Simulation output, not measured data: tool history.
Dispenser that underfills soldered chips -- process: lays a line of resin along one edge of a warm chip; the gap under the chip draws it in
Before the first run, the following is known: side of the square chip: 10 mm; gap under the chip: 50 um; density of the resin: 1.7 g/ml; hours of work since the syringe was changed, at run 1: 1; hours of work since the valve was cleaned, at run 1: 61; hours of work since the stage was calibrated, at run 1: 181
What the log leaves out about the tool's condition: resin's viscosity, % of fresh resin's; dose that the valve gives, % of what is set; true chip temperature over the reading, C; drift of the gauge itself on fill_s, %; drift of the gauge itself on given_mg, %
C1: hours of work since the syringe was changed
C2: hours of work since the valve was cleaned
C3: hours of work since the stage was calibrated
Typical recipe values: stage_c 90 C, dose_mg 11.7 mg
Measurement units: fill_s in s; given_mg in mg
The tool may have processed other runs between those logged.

run 1 hour=0 | stage_c=90 dose_mg=11.7 | C1=1 C2=61 C3=181 | fill_s=108.5 given_mg=11.33
run 2 hour=9.8 | stage_c=90 dose_mg=11.7 | C1=8 C2=68 C3=188 | fill_s=176 given_mg=11.32
-- hour=11.5 new syringe of resin
run 3 hour=17.3 | stage_c=90 dose_mg=11.7 | C1=4 C2=73 C3=193 | fill_s=135.8 given_mg=11.16
-- hour=24.3 new syringe of resin
run 4 hour=25.2 | stage_c=90 dose_mg=14.7 | C1=1 C2=78 C3=198 | fill_s=101.9 given_mg=14.14
-- hour=36.8 new syringe of resin
run 5 hour=37.3 | stage_c=90 dose_mg=14.7 | C1=0 C2=86 C3=206 | fill_s=100.6 given_mg=14.09
run 6 hour=45 | stage_c=90 dose_mg=14.7 | C1=6 C2=92 C3=212 | fill_s=145.9 given_mg=14.12
-- hour=49.7 new syringe of resin
run 7 hour=53.5 | stage_c=90 dose_mg=14.7 | C1=3 C2=98 C3=218 | fill_s=116.7 given_mg=13.95
-- hour=61.8 new syringe of resin
run 8 hour=61.8 | stage_c=90 dose_mg=14.7 | C1=0 C2=103 C3=223 | fill_s=98.3 given_mg=13.87
run 9 hour=73.5 | stage_c=101 dose_mg=13.5 | C1=8 C2=111 C3=231 | fill_s=119.5 given_mg=12.69
-- hour=75.2 new syringe of resin
-- hour=87.3 new syringe of resin
run 10 hour=87.3 | stage_c=100 dose_mg=9.9 | C1=0 C2=121 C3=241 | fill_s=77.5 given_mg=9.25
-- hour=100.4 new syringe of resin
-- hour=102.2 dispensing valve cleaned and set on the balance
run 11 hour=102.9 | stage_c=75 dose_mg=10.9 | C1=1 C2=0 C3=251 | fill_s=188.2 given_mg=10.84
-- hour=114 new syringe of resin
run 12 hour=118.6 | stage_c=75 dose_mg=10.9 | C1=3 C2=11 C3=261 | fill_s=218.6 given_mg=10.88
-- hour=126.2 new syringe of resin
run 13 hour=126.2 | stage_c=77 dose_mg=10 | C1=0 C2=16 C3=267 | fill_s=170.1 given_mg=9.87

Selected run-to-run steps in fill_s, each split into two signed amounts: the part the tool would show with no hidden state at all (from settings, incoming material and random variation), and the remainder, which goes to the hidden state together with any gauge scatter not common to the measured and the hidden-state-free results:
Run 1 -> 2: no setting changed, nothing entered. fill_s +67.5 s: hidden state +65.4, all else +2.1.
Run 10 -> 11: stage_c 100 -> 75, dose_mg 9.9 -> 10.9, new syringe of resin, dispensing valve cleaned and set on the balance. fill_s +110.7 s: hidden state +3, all else +107.7.

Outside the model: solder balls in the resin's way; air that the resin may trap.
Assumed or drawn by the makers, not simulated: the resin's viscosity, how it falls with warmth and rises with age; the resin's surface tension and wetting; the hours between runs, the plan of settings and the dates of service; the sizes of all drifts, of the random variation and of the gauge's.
